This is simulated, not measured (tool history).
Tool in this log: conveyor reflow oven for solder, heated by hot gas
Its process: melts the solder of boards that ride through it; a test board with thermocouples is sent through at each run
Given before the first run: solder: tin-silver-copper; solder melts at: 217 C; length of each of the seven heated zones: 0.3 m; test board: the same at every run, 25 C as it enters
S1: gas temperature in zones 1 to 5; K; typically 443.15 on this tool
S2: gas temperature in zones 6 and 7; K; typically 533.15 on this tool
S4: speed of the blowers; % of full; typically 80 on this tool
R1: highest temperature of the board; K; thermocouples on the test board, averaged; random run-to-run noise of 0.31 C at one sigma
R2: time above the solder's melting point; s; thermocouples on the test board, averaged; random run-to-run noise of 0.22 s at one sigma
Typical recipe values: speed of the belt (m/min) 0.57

run 1 hour=0 | S1=443.15 S2=533.15 speed_of_the_belt_(m/min)=0.57 S4=80 | R1=523.45 R2=46.6
run 2 hour=39.5 | S1=443.15 S2=533.15 speed_of_the_belt_(m/min)=0.544 S4=80 | R1=524.55 R2=50.2
run 3 hour=61.8 | S1=443.15 S2=533.15 speed_of_the_belt_(m/min)=0.57 S4=56 | R1=518.35 R2=42.4
run 4 hour=96.3 | S1=443.15 S2=533.15 speed_of_the_belt_(m/min)=0.57 S4=56 | R1=518.35 R2=42.3
run 5 hour=137.2 | S1=443.15 S2=533.15 speed_of_the_belt_(m/min)=0.57 S4=67 | R1=521.25 R2=44.6
run 6 hour=180.5 | S1=443.15 S2=533.15 speed_of_the_belt_(m/min)=0.57 S4=67 | R1=520.55 R2=44.1
-- hour=189.2 flux residue cleaned out of gas plates and filters
run 7 hour=210.8 | S1=443.15 S2=533.15 speed_of_the_belt_(m/min)=0.57 S4=67 | R1=521.75 R2=45
run 8 hour=255.6 | S1=443.15 S2=533.15 speed_of_the_belt_(m/min)=0.489 S4=67 | R1=525.25 R2=56.5
run 9 hour=287.5 | S1=443.15 S2=533.15 speed_of_the_belt_(m/min)=0.489 S4=67 | R1=525.75 R2=56.7
run 10 hour=325 | S1=443.15 S2=533.15 speed_of_the_belt_(m/min)=0.57 S4=80 | R1=523.95 R2=47.3
run 11 hour=363.4 | S1=433.15 S2=533.15 speed_of_the_belt_(m/min)=0.57 S4=80 | R1=522.75 R2=43.4
-- hour=371.4 belt drive overhauled, speed set with a stopwatch
run 12 hour=402.9 | S1=433.15 S2=533.15 speed_of_the_belt_(m/min)=0.57 S4=80 | R1=522.95 R2=44.3
run 13 hour=437.1 | S1=443.15 S2=533.15 speed_of_the_belt_(m/min)=0.57 S4=80 | R1=523.35 R2=47.8
-- hour=467 belt drive overhauled, speed set with a stopwatch, once more
run 14 hour=482.4 | S1=443.15 S2=523.15 speed_of_the_belt_(m/min)=0.57 S4=70 | R1=512.95 R2=38.8
-- hour=514 flux residue cleaned out of gas plates and filters
run 15 hour=531.9 | S1=440.15 S2=533.15 speed_of_the_belt_(m/min)=0.502 S4=58 | R1=522.85 R2=51.6
run 16 hour=559.4 | S1=444.15 S2=527.15 speed_of_the_belt_(m/min)=0.539 S4=58 | R1=516.45 R2=43.2
run 17 hour=583.4 | S1=444.15 S2=527.15 speed_of_the_belt_(m/min)=0.539 S4=58 | R1=515.75 R2=43.5
run 18 hour=620.1 | S1=432.15 S2=533.15 speed_of_the_belt_(m/min)=0.57 S4=59 | R1=518.05 R2=39
run 19 hour=656.8 | S1=432.15 S2=533.15 speed_of_the_belt_(m/min)=0.57 S4=59 | R1=518.55 R2=38.8
run 20 hour=680.2 | S1=441.15 S2=533.15 speed_of_the_belt_(m/min)=0.465 S4=80 | R1=528.75 R2=61.5
run 21 hour=699.5 | S1=438.15 S2=533.15 speed_of_the_belt_(m/min)=0.57 S4=86 | R1=524.65 R2=45.9
run 22 hour=729.4 | S1=442.15 S2=532.15 speed_of_the_belt_(m/min)=0.483 S4=82 | R1=526.75 R2=58.8
run 23 hour=757.7 | S1=442.15 S2=532.15 speed_of_the_belt_(m/min)=0.483 S4=82 | R1=527.35 R2=58.6
run 24 hour=794.9 | S1=446.15 S2=532.15 speed_of_the_belt_(m/min)=0.579 S4=82 | R1=523.75 R2=47.1
-- hour=830.5 flux residue cleaned out of gas plates and filters
run 25 hour=839 | S1=446.15 S2=547.15 speed_of_the_belt_(m/min)=0.579 S4=74 | R1=536.95 R2=52.9
run 26 hour=879.2 | S1=450.15 S2=526.15 speed_of_the_belt_(m/min)=0.57 S4=80 | R1=518.85 R2=46.1

What if the next run were any one of these 5? Each begins from the tool's condition after run 26:
run A hour=910 | S1=443.15 S2=537.15 speed_of_the_belt_(m/min)=0.57 S4=80 | R1=? R2=?
run B hour=910 | S1=438.15 S2=533.15 speed_of_the_belt_(m/min)=0.629 S4=80 | R1=? R2=?
run C hour=910 | S1=450.15 S2=538.15 speed_of_the_belt_(m/min)=0.57 S4=80 | R1=? R2=?
run D hour=910 | S1=433.15 S2=527.15 speed_of_the_belt_(m/min)=0.68 S4=80 | R1=? R2=?
run E hour=910 | S1=455.15 S2=526.15 speed_of_the_belt_(m/min)=0.541 S4=80 | R1=? R2=?

run=A R1=528.65 R2=49.4
run=B R1=522.65 R2=39.5
run=C R1=530.45 R2=52
run=D R1=512.65 R2=29
run=E R1=521.15 R2=52.2
What these runs would have given with no unlogged condition in the tool:
run=A R1=526.85 R2=48.6
run=B R1=521.05 R2=38.5
run=C R1=528.75 R2=51.2
run=D R1=511.05 R2=27.9
run=E R1=519.35 R2=51.1

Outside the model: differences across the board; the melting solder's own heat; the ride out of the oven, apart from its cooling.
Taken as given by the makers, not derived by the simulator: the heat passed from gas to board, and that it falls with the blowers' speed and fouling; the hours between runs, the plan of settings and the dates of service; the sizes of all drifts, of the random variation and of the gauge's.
